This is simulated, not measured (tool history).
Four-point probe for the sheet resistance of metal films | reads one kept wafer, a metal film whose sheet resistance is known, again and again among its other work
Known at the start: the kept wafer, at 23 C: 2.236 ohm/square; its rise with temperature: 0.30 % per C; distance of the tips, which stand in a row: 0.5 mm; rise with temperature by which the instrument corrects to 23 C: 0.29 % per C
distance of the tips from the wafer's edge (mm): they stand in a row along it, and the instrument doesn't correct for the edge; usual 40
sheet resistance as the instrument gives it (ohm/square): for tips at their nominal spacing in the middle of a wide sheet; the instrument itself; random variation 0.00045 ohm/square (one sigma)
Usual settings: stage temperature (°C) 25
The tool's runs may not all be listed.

run,day,stage temperature (°C),distance of the tips from the wafer's edge (mm),sheet resistance as the instrument gives it (ohm/square)
1,0.000,25,40,2.250949
2,0.971,31,40,2.250856
3,2.617,25,7,2.254852
4,4.054,25,40,2.249520
5,5.696,25,40,2.249436
6,6.779,27,40,2.250298
7,7.788,27,40,2.249295
8,9.408,19,40,2.248468
9,10.850,19,40,2.248576
10,12.388,19,40,2.248547
# day 13.175: stage's thermometer calibrated
11,13.512,19,40,2.245774
12,14.896,19,40,2.246044
13,16.758,25,40,2.246109
14,18.633,25,40,2.246765
15,19.662,25,45,2.246766
16,20.775,25,45,2.246088
17,22.696,25,7,2.252285
18,23.700,25,5,2.257922
19,24.546,26,5,2.256811
20,26.112,26,5,2.257725
21,27.717,26,5,2.257356
22,28.712,26,5,2.258390
23,30.592,26,5,2.257320
24,31.438,26,5,2.256685
25,32.746,18,4,2.262092
26,34.371,33,9,2.249588
27,36.342,33,9,2.249509
28,38.138,33,6,2.253760

The next listed run, before its measurement:
29,39.233,21,25,?

{"run 29": {"sheet resistance as the instrument gives it (ohm/square)": 2.243502}}
Without the tool's hidden state the same run would have given sheet resistance as the instrument gives it (ohm/square) 2.235882.
